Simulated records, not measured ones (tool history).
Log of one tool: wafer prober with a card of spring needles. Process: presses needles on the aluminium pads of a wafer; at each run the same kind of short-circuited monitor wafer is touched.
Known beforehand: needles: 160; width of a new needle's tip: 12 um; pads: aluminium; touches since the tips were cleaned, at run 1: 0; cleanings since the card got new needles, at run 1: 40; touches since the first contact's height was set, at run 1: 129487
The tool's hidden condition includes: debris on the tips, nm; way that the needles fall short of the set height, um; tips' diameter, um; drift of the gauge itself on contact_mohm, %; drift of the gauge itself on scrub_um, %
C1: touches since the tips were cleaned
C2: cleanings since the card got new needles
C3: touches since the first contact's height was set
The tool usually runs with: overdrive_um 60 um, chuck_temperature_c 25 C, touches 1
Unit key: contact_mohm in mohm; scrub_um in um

{"run": 1, "hour": 0.0, "overdrive_um": 60, "chuck_temperature_c": 25, "touches": 1, "C1": 0, "C2": 40, "C3": 129487, "contact_mohm": 202, "scrub_um": 10.32}
{"hour": 23.7, "done": "tips cleaned on abrasive film"}
{"hour": 44.6, "done": "tips cleaned on abrasive film"}
{"run": 2, "hour": 52.3, "overdrive_um": 60, "chuck_temperature_c": 25, "touches": 1, "C1": 2658, "C2": 42, "C3": 147392, "contact_mohm": 208, "scrub_um": 10.29}
{"hour": 65.2, "done": "tips cleaned on abrasive film"}
{"run": 3, "hour": 83.8, "overdrive_um": 60, "chuck_temperature_c": 25, "touches": 1, "C1": 6403, "C2": 43, "C3": 158182, "contact_mohm": 208, "scrub_um": 10.3}
{"hour": 88.2, "done": "tips cleaned on abrasive film"}
{"hour": 108.5, "done": "tips cleaned on abrasive film"}
{"hour": 129.3, "done": "tips cleaned on abrasive film"}
{"run": 4, "hour": 130.5, "overdrive_um": 60, "chuck_temperature_c": 25, "touches": 1, "C1": 385, "C2": 46, "C3": 174109, "contact_mohm": 211, "scrub_um": 10.29}
{"hour": 152.2, "done": "tips cleaned on abrasive film"}
{"hour": 170.1, "done": "height of the first contact set anew"}
{"hour": 175.1, "done": "tips cleaned on abrasive film"}
{"run": 5, "hour": 182.3, "overdrive_um": 60, "chuck_temperature_c": 63, "touches": 1, "C1": 2454, "C2": 48, "C3": 4137, "contact_mohm": 216, "scrub_um": 10.31}
{"hour": 197.8, "done": "tips cleaned on abrasive film"}
{"hour": 219.9, "done": "tips cleaned on abrasive film"}
{"run": 6, "hour": 220.0, "overdrive_um": 60, "chuck_temperature_c": 25, "touches": 2, "C1": 49, "C2": 50, "C3": 17049, "contact_mohm": 209, "scrub_um": 10.31}
{"hour": 241.0, "done": "tips cleaned on abrasive film"}
{"run": 7, "hour": 251.8, "overdrive_um": 60, "chuck_temperature_c": 25, "touches": 1, "C1": 3704, "C2": 51, "C3": 27917, "contact_mohm": 207, "scrub_um": 10.29}
{"hour": 263.9, "done": "tips cleaned on abrasive film"}
{"hour": 288.2, "done": "tips cleaned on abrasive film"}
{"run": 8, "hour": 294.5, "overdrive_um": 60, "chuck_temperature_c": 25, "touches": 1, "C1": 2167, "C2": 53, "C3": 42525, "contact_mohm": 206, "scrub_um": 10.3}
{"hour": 309.0, "done": "tips cleaned on abrasive film"}
{"run": 9, "hour": 328.5, "overdrive_um": 60, "chuck_temperature_c": 25, "touches": 1, "C1": 6688, "C2": 54, "C3": 54163, "contact_mohm": 208, "scrub_um": 10.32}
{"hour": 333.5, "done": "tips cleaned on abrasive film"}
{"hour": 356.6, "done": "tips cleaned on abrasive film"}
{"hour": 378.9, "done": "tips cleaned on abrasive film"}
{"run": 10, "hour": 385.0, "overdrive_um": 60, "chuck_temperature_c": 25, "touches": 1, "C1": 2118, "C2": 57, "C3": 73504, "contact_mohm": 209, "scrub_um": 10.32}
{"hour": 401.3, "done": "tips cleaned on abrasive film"}
{"hour": 423.9, "done": "tips cleaned on abrasive film"}
{"run": 11, "hour": 431.0, "overdrive_um": 60, "chuck_temperature_c": 25, "touches": 1, "C1": 2426, "C2": 59, "C3": 89227, "contact_mohm": 207, "scrub_um": 10.29}
{"hour": 447.2, "done": "tips cleaned on abrasive film"}
{"hour": 469.5, "done": "tips cleaned on abrasive film"}
{"run": 12, "hour": 476.9, "overdrive_um": 60, "chuck_temperature_c": 25, "touches": 1, "C1": 2529, "C2": 61, "C3": 104921, "contact_mohm": 209, "scrub_um": 10.29}
{"hour": 490.1, "done": "tips cleaned on abrasive film"}
{"hour": 512.3, "done": "tips cleaned on abrasive film"}
{"hour": 535.4, "done": "tips cleaned on abrasive film"}
{"run": 13, "hour": 540.6, "overdrive_um": 60, "chuck_temperature_c": 25, "touches": 1, "C1": 1789, "C2": 64, "C3": 126724, "contact_mohm": 209, "scrub_um": 10.3}
{"hour": 556.0, "done": "tips cleaned on abrasive film"}
{"hour": 577.5, "done": "tips cleaned on abrasive film"}
{"run": 14, "hour": 587.3, "overdrive_um": 60, "chuck_temperature_c": 25, "touches": 1, "C1": 3373, "C2": 66, "C3": 142711, "contact_mohm": 207, "scrub_um": 10.32}
{"hour": 597.2, "done": "tips cleaned on abrasive film"}
{"hour": 619.4, "done": "tips cleaned on abrasive film"}
{"run": 15, "hour": 632.5, "overdrive_um": 60, "chuck_temperature_c": 25, "touches": 1, "C1": 4533, "C2": 68, "C3": 158176, "contact_mohm": 211, "scrub_um": 10.32}
{"hour": 641.2, "done": "tips cleaned on abrasive film"}
{"hour": 661.4, "done": "tips cleaned on abrasive film"}
{"run": 16, "hour": 672.9, "overdrive_um": 60, "chuck_temperature_c": 25, "touches": 1, "C1": 3963, "C2": 70, "C3": 171989, "contact_mohm": 208, "scrub_um": 10.31}
{"hour": 685.4, "done": "tips cleaned on abrasive film"}
{"hour": 706.9, "done": "tips cleaned on abrasive film"}
{"hour": 720.3, "done": "height of the first contact set anew"}
{"hour": 728.1, "done": "tips cleaned on abrasive film"}
{"run": 17, "hour": 728.2, "overdrive_um": 60, "chuck_temperature_c": 25, "touches": 1, "C1": 13, "C2": 73, "C3": 2674, "contact_mohm": 207, "scrub_um": 10.27}
{"hour": 748.0, "done": "tips cleaned on abrasive film"}
{"hour": 768.5, "done": "tips cleaned on abrasive film"}
{"run": 18, "hour": 768.5, "overdrive_um": 60, "chuck_temperature_c": 92, "touches": 2, "C1": 0, "C2": 75, "C3": 16459, "contact_mohm": 227, "scrub_um": 10.32}
{"hour": 790.8, "done": "tips cleaned on abrasive film"}
{"hour": 814.1, "done": "tips cleaned on abrasive film"}
{"run": 19, "hour": 823.1, "overdrive_um": 60, "chuck_temperature_c": 92, "touches": 2, "C1": 3081, "C2": 77, "C3": 35138, "contact_mohm": 224, "scrub_um": 10.28}
{"hour": 836.0, "done": "tips cleaned on abrasive film"}
{"run": 20, "hour": 852.2, "overdrive_um": 51, "chuck_temperature_c": 79, "touches": 1, "C1": 5586, "C2": 78, "C3": 45129, "contact_mohm": 224, "scrub_um": 8.75}
{"hour": 856.3, "done": "tips cleaned on abrasive film"}
{"hour": 880.0, "done": "tips cleaned on abrasive film"}
{"run": 21, "hour": 888.0, "overdrive_um": 77, "chuck_temperature_c": 25, "touches": 1, "C1": 2745, "C2": 80, "C3": 57353, "contact_mohm": 202, "scrub_um": 13.26}
{"hour": 900.0, "done": "tips cleaned on abrasive film"}
{"hour": 921.1, "done": "tips cleaned on abrasive film"}
{"run": 22, "hour": 926.2, "overdrive_um": 77, "chuck_temperature_c": 25, "touches": 1, "C1": 1735, "C2": 82, "C3": 70393, "contact_mohm": 205, "scrub_um": 13.23}
{"hour": 941.0, "done": "tips cleaned on abrasive film"}
{"hour": 965.2, "done": "tips cleaned on abrasive film"}
{"run": 23, "hour": 974.3, "overdrive_um": 40, "chuck_temperature_c": 50, "touches": 1, "C1": 3152, "C2": 84, "C3": 86884, "contact_mohm": 225, "scrub_um": 6.89}
{"hour": 986.0, "done": "tips cleaned on abrasive film"}
{"hour": 1007.9, "done": "tips cleaned on abrasive film"}
{"hour": 1031.4, "done": "tips cleaned on abrasive film"}
{"run": 24, "hour": 1031.4, "overdrive_um": 40, "chuck_temperature_c": 84, "touches": 1, "C1": 0, "C2": 87, "C3": 106399, "contact_mohm": 232, "scrub_um": 6.86}
{"hour": 1053.7, "done": "tips cleaned on abrasive film"}
{"hour": 1073.6, "done": "tips cleaned on abrasive film"}
{"hour": 1094.4, "done": "tips cleaned on abrasive film"}
{"run": 25, "hour": 1094.4, "overdrive_um": 75, "chuck_temperature_c": 36, "touches": 2, "C1": 0, "C2": 90, "C3": 127926, "contact_mohm": 208, "scrub_um": 12.87}
{"hour": 1118.9, "done": "tips cleaned on abrasive film"}
{"run": 26, "hour": 1129.6, "overdrive_um": 75, "chuck_temperature_c": 36, "touches": 2, "C1": 3689, "C2": 91, "C3": 139991, "contact_mohm": 207, "scrub_um": 12.91}
{"hour": 1141.9, "done": "tips cleaned on abrasive film"}
{"hour": 1164.1, "done": "tips cleaned on abrasive film"}
{"run": 27, "hour": 1175.9, "overdrive_um": 62, "chuck_temperature_c": 80, "touches": 3, "C1": 4047, "C2": 93, "C3": 155825, "contact_mohm": 222, "scrub_um": 10.65}
{"hour": 1184.4, "done": "tips cleaned on abrasive film"}
{"hour": 1206.0, "done": "tips cleaned on abrasive film"}
{"run": 28, "hour": 1212.5, "overdrive_um": 42, "chuck_temperature_c": 30, "touches": 1, "C1": 2211, "C2": 95, "C3": 168334, "contact_mohm": 215, "scrub_um": 7.22}
{"hour": 1226.5, "done": "tips cleaned on abrasive film"}
{"run": 29, "hour": 1243.3, "overdrive_um": 45, "chuck_temperature_c": 25, "touches": 1, "C1": 5790, "C2": 96, "C3": 178903, "contact_mohm": 212, "scrub_um": 7.73}
{"hour": 1247.9, "done": "tips cleaned on abrasive film"}
{"hour": 1267.6, "done": "tips cleaned on abrasive film"}
{"hour": 1267.9, "done": "height of the first contact set anew"}
{"run": 30, "hour": 1282.0, "overdrive_um": 45, "chuck_temperature_c": 79, "touches": 1, "C1": 4832, "C2": 98, "C3": 4832, "contact_mohm": 231, "scrub_um": 7.73}
{"hour": 1288.1, "done": "tips cleaned on abrasive film"}
{"hour": 1310.6, "done": "tips cleaned on abrasive film"}
{"hour": 1331.2, "done": "tips cleaned on abrasive film"}
{"run": 31, "hour": 1342.1, "overdrive_um": 45, "chuck_temperature_c": 79, "touches": 1, "C1": 3736, "C2": 101, "C3": 25384, "contact_mohm": 230, "scrub_um": 7.74}

Alternative continuations, all from the tool just after run 31; predict every row:
{"hour": 1354.1, "done": "tips cleaned on abrasive film"}
{"hour": 1376.1, "done": "tips cleaned on abrasive film"}
{"run": "A", "hour": 1384.8, "overdrive_um": 45, "chuck_temperature_c": 79, "touches": 1, "C1": 2977, "C2": 103, "C3": 39984, "contact_mohm": "?", "scrub_um": "?"}
{"hour": 1354.1, "done": "tips cleaned on abrasive film"}
{"hour": 1376.1, "done": "tips cleaned on abrasive film"}
{"run": "B", "hour": 1384.8, "overdrive_um": 45, "chuck_temperature_c": 79, "touches": 2, "C1": 2977, "C2": 103, "C3": 39984, "contact_mohm": "?", "scrub_um": "?"}
{"hour": 1354.1, "done": "tips cleaned on abrasive film"}
{"hour": 1376.1, "done": "tips cleaned on abrasive film"}
{"run": "C", "hour": 1384.8, "overdrive_um": 45, "chuck_temperature_c": 79, "touches": 3, "C1": 2977, "C2": 103, "C3": 39984, "contact_mohm": "?", "scrub_um": "?"}

run=A contact_mohm=226 scrub_um=7.73
run=B contact_mohm=231 scrub_um=7.76
run=C contact_mohm=227 scrub_um=7.73
Without the tool's unlogged condition, the same runs would have read:
run=A contact_mohm=225 scrub_um=7.73
run=B contact_mohm=231 scrub_um=7.76
run=C contact_mohm=227 scrub_um=7.73
